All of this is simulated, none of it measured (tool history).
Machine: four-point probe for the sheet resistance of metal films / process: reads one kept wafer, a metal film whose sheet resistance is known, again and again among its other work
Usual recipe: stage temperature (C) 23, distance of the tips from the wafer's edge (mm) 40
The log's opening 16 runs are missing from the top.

| run | hour | stage temperature (C) | distance of the tips from the wafer's edge (mm) | touches since the probe head was changed | hours of work since the stage's thermometer was calibrated | sheet resistance as the instrument gives it (ohm/square) |
|---|---|---|---|---|---|---|
| 17 | 177.6 | 33 | 40 | 20659 | 1023 | 25.989535 |
| 18 | 186.6 | 33 | 40 | 20977 | 1030 | 25.995697 |
| 19 | 200.6 | 23 | 10 | 21476 | 1040 | 26.14518 |
| 20 | 211.5 | 30 | 10 | 21865 | 1049 | 26.192797 |
| 21 | 220.1 | 23 | 40 | 22171 | 1055 | 25.943054 |
| 22 | 232.8 | 20 | 66 | 22624 | 1065 | 25.91406 |
| 23 | 248.7 | 34 | 12 | 23191 | 1077 | 26.146146 |
| 24 | 263.4 | 29 | 28 | 23713 | 1089 | 25.980598 |
| 25 | 275.1 | 33 | 33 | 24132 | 1097 | 26.006819 |
| 26 | 287.1 | 23 | 14 | 24561 | 1107 | 26.053518 |
| 27 | 297.6 | 23 | 14 | 24932 | 1115 | 26.050606 |
| 28 | 309.9 | 23 | 14 | 25371 | 1124 | 26.048013 |
| 29 | 320.7 | 29 | 69 | 25757 | 1132 | 25.978485 |
| 30 | 335.9 | 27 | 22 | 26297 | 1144 | 26.006849 |
| 31 | 346.7 | 23 | 10 | 26681 | 1152 | 26.165096 |
| 32 | 354.4 | 23 | 21 | 26956 | 1158 | 25.989199 |
| 33 | 363.5 | 31 | 10 | 27281 | 1165 | 26.20569 |
| 34 | 377.5 | 25 | 35 | 27779 | 1176 | 25.969505 |
| 35 | 386.3 | 23 | 32 | 28094 | 1183 | 25.96689 |
| 36 | 395.2 | 23 | 32 | 28409 | 1189 | 25.973672 |
| 37 | 406.2 | 23 | 13 | 28802 | 1198 | 26.072035 |
| 38 | 420.1 | 35 | 8 | 29296 | 1208 | 26.355012 |
| 39 | 429.1 | 35 | 8 | 29618 | 1215 | 26.354524 |
| 40 | 444.9 | 21 | 16 | 30182 | 1228 | 26.028409 |
| 41 | 457.3 | 33 | 8 | 30621 | 1237 | 26.345133 |

Forecast each of these 3 alternatives for the next run:
| A | 465.4 | 28 | 14 | 30912 | 1243 | ? |
| B | 465.4 | 23 | 22 | 30912 | 1243 | ? |
| C | 465.4 | 23 | 18 | 30912 | 1243 | ? |

| run | sheet resistance as the instrument gives it (ohm/square) |
|---|---|
| A | 26.088656 |
| B | 25.995492 |
| C | 26.022045 |
The same runs, with their run-to-run variation unchanged, on a tool lacking any hidden condition would have given:
| run | sheet resistance as the instrument gives it (ohm/square) |
|---|---|
| A | 26.035464 |
| B | 25.942249 |
| C | 25.968751 |

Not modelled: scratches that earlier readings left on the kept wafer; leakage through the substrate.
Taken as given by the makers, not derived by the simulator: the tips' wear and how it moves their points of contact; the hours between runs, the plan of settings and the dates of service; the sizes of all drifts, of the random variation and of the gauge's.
